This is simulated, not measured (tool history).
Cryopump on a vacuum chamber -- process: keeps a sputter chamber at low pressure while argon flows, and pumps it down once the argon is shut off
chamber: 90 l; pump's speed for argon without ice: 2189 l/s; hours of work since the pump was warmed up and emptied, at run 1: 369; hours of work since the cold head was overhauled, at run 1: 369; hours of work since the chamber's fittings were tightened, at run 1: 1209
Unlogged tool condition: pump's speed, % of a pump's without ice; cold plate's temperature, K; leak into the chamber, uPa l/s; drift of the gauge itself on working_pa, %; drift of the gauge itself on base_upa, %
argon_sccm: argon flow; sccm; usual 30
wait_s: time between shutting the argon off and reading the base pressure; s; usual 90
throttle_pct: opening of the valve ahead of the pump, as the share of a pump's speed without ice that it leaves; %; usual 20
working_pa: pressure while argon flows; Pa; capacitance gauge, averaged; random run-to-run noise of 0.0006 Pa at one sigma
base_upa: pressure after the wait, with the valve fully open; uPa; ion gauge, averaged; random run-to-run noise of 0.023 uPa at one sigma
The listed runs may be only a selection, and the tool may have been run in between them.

| run | hour | argon_sccm | wait_s | throttle_pct | hours of work since the pump was warmed up and emptied | hours of work since the cold head was overhauled | hours of work since the chamber's fittings were tightened | working_pa | base_upa |
|---|---|---|---|---|---|---|---|---|---|
| 1 | 0 | 30 | 90 | 20 | 369 | 369 | 1209 | 0.1196 | 1.42 |
| 2 | 12 | 30 | 90 | 20 | 379 | 379 | 1219 | 0.1203 | 1.37 |
| 3 | 26.2 | 30 | 90 | 20 | 391 | 391 | 1230 | 0.1202 | 1.43 |
| 4 | 39.7 | 30 | 90 | 20 | 402 | 402 | 1242 | 0.1204 | 1.37 |
| 5 | 54.6 | 30 | 90 | 20 | 415 | 415 | 1254 | 0.1207 | 1.39 |
| 6 | 65.9 | 30 | 90 | 20 | 424 | 424 | 1263 | 0.1204 | 1.37 |
| 7 | 79.1 | 60 | 90 | 20 | 435 | 435 | 1274 | 0.2407 | 1.39 |
| 8 | 89.6 | 30 | 90 | 56 | 444 | 444 | 1283 | 0.0469 | 1.47 |
| 9 | 113.9 | 30 | 90 | 45 | 464 | 464 | 1303 | 0.057 | 1.5 |
| 10 | 136.9 | 30 | 90 | 45 | 483 | 483 | 1323 | 0.0577 | 1.49 |
| 11 | 159.9 | 47 | 90 | 43 | 502 | 502 | 1342 | 0.0935 | 1.43 |
| 12 | 178 | 14 | 29 | 59 | 517 | 517 | 1357 | 0.0208 | 2.75 |
| 13 | 195 | 27 | 29 | 20 | 532 | 532 | 1371 | 0.1109 | 2.76 |

Here are 3 independent what-if runs from the current tool condition. What would each one return?
| A | 217.7 | 52 | 29 | 28 | 550 | 550 | 1390 | ? | ? |
| B | 217.7 | 27 | 68 | 19 | 550 | 550 | 1390 | ? | ? |
| C | 217.7 | 27 | 79 | 34 | 550 | 550 | 1390 | ? | ? |

| run | working_pa | base_upa |
|---|---|---|
| A | 0.1542 | 2.78 |
| B | 0.1153 | 1.71 |
| C | 0.0672 | 1.6 |
With no hidden state in the tool, these same runs would have given:
| run | working_pa | base_upa |
|---|---|---|
| A | 0.1432 | 2.01 |
| B | 0.1095 | 0.94 |
| C | 0.0615 | 0.82 |
